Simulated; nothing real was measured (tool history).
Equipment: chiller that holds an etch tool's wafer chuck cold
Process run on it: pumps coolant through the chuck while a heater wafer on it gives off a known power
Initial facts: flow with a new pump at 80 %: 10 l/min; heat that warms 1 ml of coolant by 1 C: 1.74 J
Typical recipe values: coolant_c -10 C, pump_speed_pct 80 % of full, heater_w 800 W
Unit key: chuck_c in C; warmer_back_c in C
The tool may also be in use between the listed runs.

run	hour	coolant_c	pump_speed_pct	heater_w	chuck_c	warmer_back_c
1	0	-10	80	800	2.3	3.31
2	81.9	-10	80	800	2.3	3.26
3	264.3	-10	80	800	2.5	3.32
4	370.2	-10	80	800	2.7	3.31
5	451.7	-10	80	800	2.7	3.39
6	531.9	-10	80	761	2.1	3.22
7	718.9	-10	80	761	2.4	3.21
# hour 880.9: coolant changed, channels flushed
8	909.7	-6	80	761	4.5	3.22
9	1034.2	-6	80	761	4.6	3.29
10	1176.3	-12	80	800	-0.9	3.48
11	1363.2	-12	80	800	-0.6	3.46
12	1536.3	-12	80	800	-0.8	3.53
13	1718.1	-12	80	800	-0.4	3.51
14	1861.9	-12	80	800	-0.5	3.46
15	2043.8	-4	80	800	8	3.59
16	2133	-10	73	800	2.8	4.01
17	2303.3	-10	80	476	-2.8	2.11
18	2488.5	-8	87	800	3.5	3.27
# hour 2504.3: chiller's thermometer calibrated
19	2607.2	-10	64	540	0.4	3.17
20	2726.8	-11	73	1143	8.2	5.75
21	2889.4	-11	73	1143	8.3	5.84
22	3067.4	-13	70	800	1.5	4.27
23	3213.4	-8	80	901	6.8	4.18
# hour 3302.8: chiller's thermometer calibrated, once more
24	3304.1	-8	80	901	5.9	4.22
25	3432.6	-10	83	948	4	4.23
# hour 3474.3: coolant pump overhauled
26	3621.6	-10	83	948	1.3	3.16
27	3739.2	-10	64	789	1.9	3.53
28	3872.6	-10	64	789	2.2	3.55
29	3956.9	-18	68	789	-6.6	3.32
30	4067.4	-11	80	904	0.5	3.12
31	4160.3	-13	80	422	-7.5	1.47
32	4242.5	-1	98	438	4	1.2
33	4345	-1	98	438	3.9	1.26

Below, some changes in chuck_c between adjacent runs. For each, the amount present without the hidden state too (settings, incoming material, random variation) and the amount remaining for the hidden state with gauge scatter not shared by both compared results:
Hidden state present: heat passed by the chuck's channels, % of clean ones'; flow at a given pump speed, % of a new pump's; coolant's true temperature over the reading, C; drift of the gauge itself on chuck_c, C; drift of the gauge itself on warmer_back_c, C.
Run 7 -> 8: coolant_c -10 -> -6, coolant changed, channels flushed. chuck_c +2.1 C: hidden state -2, all else +4.1.
Run 14 -> 15: coolant_c -12 -> -4. chuck_c +8.5 C: hidden state +0.2, all else +8.3.
Run 19 -> 20: coolant_c -10 -> -11, pump_speed_pct 64 -> 73, heater_w 540 -> 1143. chuck_c +7.8 C: hidden state +2.3, all else +5.5.
Run 25 -> 26: coolant pump overhauled. chuck_c -2.7 C: hidden state -2.8, all else +0.1.
Run 28 -> 29: coolant_c -10 -> -18, pump_speed_pct 64 -> 68. chuck_c -8.8 C: hidden state +0, all else -8.8.
Run 31 -> 32: coolant_c -13 -> -1, pump_speed_pct 80 -> 98, heater_w 422 -> 438. chuck_c +11.5 C: hidden state +0, all else +11.5.
